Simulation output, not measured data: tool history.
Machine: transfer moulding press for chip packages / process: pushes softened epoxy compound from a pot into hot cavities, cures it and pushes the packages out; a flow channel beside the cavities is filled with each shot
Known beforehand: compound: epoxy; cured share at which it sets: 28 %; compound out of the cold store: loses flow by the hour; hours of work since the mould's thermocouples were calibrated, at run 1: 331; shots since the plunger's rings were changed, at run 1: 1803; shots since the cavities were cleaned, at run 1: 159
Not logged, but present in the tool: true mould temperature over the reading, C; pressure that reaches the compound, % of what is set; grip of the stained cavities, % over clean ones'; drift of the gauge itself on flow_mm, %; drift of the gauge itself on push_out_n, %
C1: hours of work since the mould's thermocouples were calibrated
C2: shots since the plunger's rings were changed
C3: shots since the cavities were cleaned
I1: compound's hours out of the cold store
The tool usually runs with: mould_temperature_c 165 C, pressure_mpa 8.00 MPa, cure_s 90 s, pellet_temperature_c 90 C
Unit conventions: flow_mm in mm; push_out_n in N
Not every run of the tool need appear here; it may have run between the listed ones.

run 1 hour=0.0 | mould_temperature_c=165 pressure_mpa=8.00 cure_s=90 pellet_temperature_c=90 | C1=331 C2=1803 C3=159 | I1=43.2 | flow_mm=579 push_out_n=266
run 2 hour=14.6 | mould_temperature_c=165 pressure_mpa=8.00 cure_s=90 pellet_temperature_c=90 | C1=340 C2=2003 C3=359 | I1=8.9 | flow_mm=678 push_out_n=270
run 3 hour=26.8 | mould_temperature_c=165 pressure_mpa=8.00 cure_s=90 pellet_temperature_c=90 | C1=348 C2=2170 C3=526 | I1=21.1 | flow_mm=640 push_out_n=262
-- hour=34.5 cavities cleaned with cleaning compound and waxed
run 4 hour=39.4 | mould_temperature_c=165 pressure_mpa=8.00 cure_s=90 pellet_temperature_c=90 | C1=355 C2=2321 C3=67 | I1=9.2 | flow_mm=673 push_out_n=277
-- hour=59.0 plunger's sealing rings changed
run 5 hour=63.4 | mould_temperature_c=165 pressure_mpa=8.00 cure_s=90 pellet_temperature_c=90 | C1=369 C2=60 C3=362 | I1=43.1 | flow_mm=584 push_out_n=264
run 6 hour=76.9 | mould_temperature_c=165 pressure_mpa=8.00 cure_s=90 pellet_temperature_c=90 | C1=378 C2=245 C3=547 | I1=11.9 | flow_mm=669 push_out_n=253
-- hour=82.1 cavities cleaned with cleaning compound and waxed
run 7 hour=88.5 | mould_temperature_c=165 pressure_mpa=8.00 cure_s=90 pellet_temperature_c=90 | C1=384 C2=383 C3=87 | I1=16.1 | flow_mm=647 push_out_n=273
run 8 hour=98.8 | mould_temperature_c=165 pressure_mpa=8.00 cure_s=90 pellet_temperature_c=98 | C1=391 C2=525 C3=229 | I1=19.5 | flow_mm=643 push_out_n=262
run 9 hour=110.0 | mould_temperature_c=165 pressure_mpa=8.00 cure_s=110 pellet_temperature_c=90 | C1=398 C2=679 C3=383 | I1=42.7 | flow_mm=583 push_out_n=228
-- hour=128.8 cavities cleaned with cleaning compound and waxed
run 10 hour=130.0 | mould_temperature_c=165 pressure_mpa=8.00 cure_s=110 pellet_temperature_c=90 | C1=410 C2=931 C3=17 | I1=41.9 | flow_mm=586 push_out_n=234
run 11 hour=141.0 | mould_temperature_c=165 pressure_mpa=8.00 cure_s=110 pellet_temperature_c=90 | C1=417 C2=1082 C3=168 | I1=34.7 | flow_mm=603 push_out_n=234
run 12 hour=154.7 | mould_temperature_c=165 pressure_mpa=8.00 cure_s=90 pellet_temperature_c=90 | C1=426 C2=1269 C3=355 | I1=21.6 | flow_mm=635 push_out_n=246
run 13 hour=167.9 | mould_temperature_c=165 pressure_mpa=8.00 cure_s=90 pellet_temperature_c=90 | C1=435 C2=1450 C3=536 | I1=22.4 | flow_mm=634 push_out_n=262
-- hour=174.7 cavities cleaned with cleaning compound and waxed
run 14 hour=185.5 | mould_temperature_c=165 pressure_mpa=8.00 cure_s=90 pellet_temperature_c=90 | C1=445 C2=1671 C3=148 | I1=21.9 | flow_mm=637 push_out_n=268
run 15 hour=200.7 | mould_temperature_c=160 pressure_mpa=6.76 cure_s=90 pellet_temperature_c=93 | C1=455 C2=1879 C3=356 | I1=17.3 | flow_mm=610 push_out_n=368
run 16 hour=216.9 | mould_temperature_c=160 pressure_mpa=6.76 cure_s=90 pellet_temperature_c=93 | C1=465 C2=2101 C3=578 | I1=35.3 | flow_mm=563 push_out_n=344
-- hour=221.2 cavities cleaned with cleaning compound and waxed
run 17 hour=241.2 | mould_temperature_c=158 pressure_mpa=9.58 cure_s=99 pellet_temperature_c=93 | C1=480 C2=2412 C3=273 | I1=41.9 | flow_mm=663 push_out_n=325
-- hour=254.6 plunger's sealing rings changed
run 18 hour=254.6 | mould_temperature_c=167 pressure_mpa=8.41 cure_s=114 pellet_temperature_c=95 | C1=487 C2=0 C3=423 | I1=26.4 | flow_mm=630 push_out_n=231
-- hour=269.5 cavities cleaned with cleaning compound and waxed
run 19 hour=275.0 | mould_temperature_c=167 pressure_mpa=8.41 cure_s=114 pellet_temperature_c=95 | C1=499 C2=259 C3=75 | I1=47.2 | flow_mm=575 push_out_n=221
run 20 hour=294.7 | mould_temperature_c=165 pressure_mpa=8.21 cure_s=90 pellet_temperature_c=88 | C1=512 C2=528 C3=344 | I1=31.9 | flow_mm=620 push_out_n=275
run 21 hour=312.6 | mould_temperature_c=173 pressure_mpa=8.24 cure_s=83 pellet_temperature_c=95 | C1=523 C2=773 C3=589 | I1=25.7 | flow_mm=607 push_out_n=233
-- hour=315.4 cavities cleaned with cleaning compound and waxed
run 22 hour=335.1 | mould_temperature_c=173 pressure_mpa=8.24 cure_s=83 pellet_temperature_c=95 | C1=537 C2=1062 C3=270 | I1=9.0 | flow_mm=658 push_out_n=231
run 23 hour=349.3 | mould_temperature_c=165 pressure_mpa=7.09 cure_s=80 pellet_temperature_c=90 | C1=546 C2=1256 C3=464 | I1=13.4 | flow_mm=630 push_out_n=341
-- hour=361.5 cavities cleaned with cleaning compound and waxed
run 24 hour=369.8 | mould_temperature_c=161 pressure_mpa=6.13 cure_s=100 pellet_temperature_c=90 | C1=558 C2=1516 C3=113 | I1=10.0 | flow_mm=601 push_out_n=279
run 25 hour=390.1 | mould_temperature_c=161 pressure_mpa=6.13 cure_s=100 pellet_temperature_c=90 | C1=572 C2=1794 C3=391 | I1=42.7 | flow_mm=516 push_out_n=271
run 26 hour=404.2 | mould_temperature_c=161 pressure_mpa=6.19 cure_s=100 pellet_temperature_c=90 | C1=581 C2=1988 C3=585 | I1=18.2 | flow_mm=586 push_out_n=284
-- hour=407.2 cavities cleaned with cleaning compound and waxed
run 27 hour=426.2 | mould_temperature_c=161 pressure_mpa=6.19 cure_s=100 pellet_temperature_c=90 | C1=594 C2=2267 C3=259 | I1=9.1 | flow_mm=615 push_out_n=285
run 28 hour=439.6 | mould_temperature_c=169 pressure_mpa=8.10 cure_s=100 pellet_temperature_c=90 | C1=603 C2=2451 C3=443 | I1=43.3 | flow_mm=572 push_out_n=223

Entry by entry between the runs, the difference in hidden state between the last listed run before and the first listed run after:
After run 3, before run 4: cavities cleaned with cleaning compound and waxed (hour 34.5)
  grip of the stained cavities, % over clean ones': 0.7 -> 0.2
After run 4, before run 5: plunger's sealing rings changed (hour 59.0)
  pressure that reaches the compound, % of what is set: 99.92 -> 100; grip of the stained cavities, % over clean ones': 0.2 -> 0.5
After run 6, before run 7: cavities cleaned with cleaning compound and waxed (hour 82.1)
  grip of the stained cavities, % over clean ones': 0.7 -> 0.1
After run 9, before run 10: cavities cleaned with cleaning compound and waxed (hour 128.8)
  grip of the stained cavities, % over clean ones': 0.5 -> 0
After run 13, before run 14: cavities cleaned with cleaning compound and waxed (hour 174.7)
  pressure that reaches the compound, % of what is set: 99.95 -> 99.94; grip of the stained cavities, % over clean ones': 0.7 -> 0.3
After run 16, before run 17: cavities cleaned with cleaning compound and waxed (hour 221.2)
  pressure that reaches the compound, % of what is set: 99.92 -> 99.91; grip of the stained cavities, % over clean ones': 0.7 -> 0.4
After run 17, before run 18: plunger's sealing rings changed (hour 254.6)
  pressure that reaches the compound, % of what is set: 99.91 -> 100; grip of the stained cavities, % over clean ones': 0.4 -> 0.5
After run 18, before run 19: cavities cleaned with cleaning compound and waxed (hour 269.5)
  pressure that reaches the compound, % of what is set: 100 -> 99.99; grip of the stained cavities, % over clean ones': 0.5 -> 0.1
After run 21, before run 22: cavities cleaned with cleaning compound and waxed (hour 315.4)
  pressure that reaches the compound, % of what is set: 99.97 -> 99.96; grip of the stained cavities, % over clean ones': 0.7 -> 0.4
After run 23, before run 24: cavities cleaned with cleaning compound and waxed (hour 361.5)
  pressure that reaches the compound, % of what is set: 99.95 -> 99.94; grip of the stained cavities, % over clean ones': 0.6 -> 0.2
After run 26, before run 27: cavities cleaned with cleaning compound and waxed (hour 407.2)
  pressure that reaches the compound, % of what is set: 99.93 -> 99.92; grip of the stained cavities, % over clean ones': 0.7 -> 0.4
